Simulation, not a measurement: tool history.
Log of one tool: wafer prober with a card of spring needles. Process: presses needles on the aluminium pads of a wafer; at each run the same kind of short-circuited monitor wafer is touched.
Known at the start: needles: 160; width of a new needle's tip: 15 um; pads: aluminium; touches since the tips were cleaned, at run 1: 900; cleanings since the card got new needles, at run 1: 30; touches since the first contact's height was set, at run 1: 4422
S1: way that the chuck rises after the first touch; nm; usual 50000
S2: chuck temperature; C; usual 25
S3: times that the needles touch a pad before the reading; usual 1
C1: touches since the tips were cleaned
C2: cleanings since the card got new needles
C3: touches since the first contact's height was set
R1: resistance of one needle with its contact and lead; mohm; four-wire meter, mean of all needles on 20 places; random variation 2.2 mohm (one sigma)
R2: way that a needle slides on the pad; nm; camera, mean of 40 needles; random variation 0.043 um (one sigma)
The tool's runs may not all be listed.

| run | hour | S1 | S2 | S3 | C1 | C2 | C3 | R1 | R2 |
|---|---|---|---|---|---|---|---|---|---|
| 1 | 0.0 | 50000 | 25 | 1 | 900 | 30 | 4422 | 247 | 11530 |
| 2 | 11.7 | 50000 | 44 | 1 | 6741 | 30 | 10263 | 251 | 11500 |
|  | 12.5 | tips cleaned on abrasive film |
| 3 | 24.0 | 50000 | 25 | 1 | 5765 | 31 | 16392 | 245 | 11500 |
|  | 27.1 | tips cleaned on abrasive film |
| 4 | 31.1 | 50000 | 25 | 1 | 2019 | 32 | 19896 | 248 | 11410 |
|  | 42.0 | tips cleaned on abrasive film |
| 5 | 43.6 | 50000 | 25 | 1 | 810 | 33 | 26124 | 247 | 11370 |
| 6 | 55.9 | 50000 | 25 | 1 | 6967 | 33 | 32281 | 249 | 11410 |
|  | 56.9 | tips cleaned on abrasive film |
| 7 | 61.6 | 67000 | 25 | 1 | 2348 | 34 | 35101 | 242 | 15290 |
|  | 71.5 | tips cleaned on abrasive film |
| 8 | 71.8 | 50000 | 97 | 1 | 178 | 35 | 40158 | 267 | 11350 |
| 9 | 78.0 | 50000 | 97 | 1 | 3273 | 35 | 43253 | 267 | 11290 |
| 10 | 83.5 | 50000 | 97 | 1 | 6041 | 35 | 46021 | 266 | 11290 |
|  | 86.4 | tips cleaned on abrasive film |
| 11 | 90.5 | 50000 | 25 | 2 | 2069 | 36 | 49453 | 244 | 11300 |
| 12 | 98.3 | 50000 | 25 | 2 | 6003 | 36 | 53387 | 242 | 11280 |
|  | 100.9 | tips cleaned on abrasive film |
| 13 | 105.9 | 50000 | 30 | 2 | 2516 | 37 | 57122 | 244 | 11310 |
|  | 115.8 | tips cleaned on abrasive film |
| 14 | 116.0 | 50000 | 25 | 1 | 130 | 38 | 62144 | 243 | 11290 |
| 15 | 126.6 | 50000 | 25 | 1 | 5447 | 38 | 67461 | 246 | 11310 |
|  | 130.6 | tips cleaned on abrasive film |
| 16 | 133.7 | 68000 | 25 | 1 | 1594 | 39 | 70972 | 241 | 15260 |
| 17 | 140.6 | 68000 | 25 | 2 | 5058 | 39 | 74436 | 243 | 15380 |
|  | 145.3 | tips cleaned on abrasive film |
|  | 145.9 | gauge calibrated |
| 18 | 153.4 | 50000 | 73 | 2 | 4064 | 40 | 80794 | 258 | 11590 |
|  | 160.0 | tips cleaned on abrasive film |
| 19 | 165.1 | 50000 | 73 | 2 | 2556 | 41 | 86589 | 260 | 11430 |
| 20 | 170.8 | 60000 | 94 | 1 | 5434 | 41 | 89467 | 258 | 13820 |
|  | 175.0 | tips cleaned on abrasive film |
| 21 | 178.9 | 51000 | 28 | 2 | 1985 | 42 | 93464 | 248 | 11690 |
| 22 | 184.3 | 51000 | 28 | 2 | 4689 | 42 | 96168 | 246 | 11660 |

Run 23 comes next. What will it give?
|  | 189.5 | tips cleaned on abrasive film |
| 23 | 193.3 | 51000 | 28 | 2 | 1870 | 43 | 100601 | ? | ? |

{"run 23": {"R1": 246, "R2": 11690}}
Without the tool's hidden state the same run would have given R1 246 mohm, R2 11790 nm.

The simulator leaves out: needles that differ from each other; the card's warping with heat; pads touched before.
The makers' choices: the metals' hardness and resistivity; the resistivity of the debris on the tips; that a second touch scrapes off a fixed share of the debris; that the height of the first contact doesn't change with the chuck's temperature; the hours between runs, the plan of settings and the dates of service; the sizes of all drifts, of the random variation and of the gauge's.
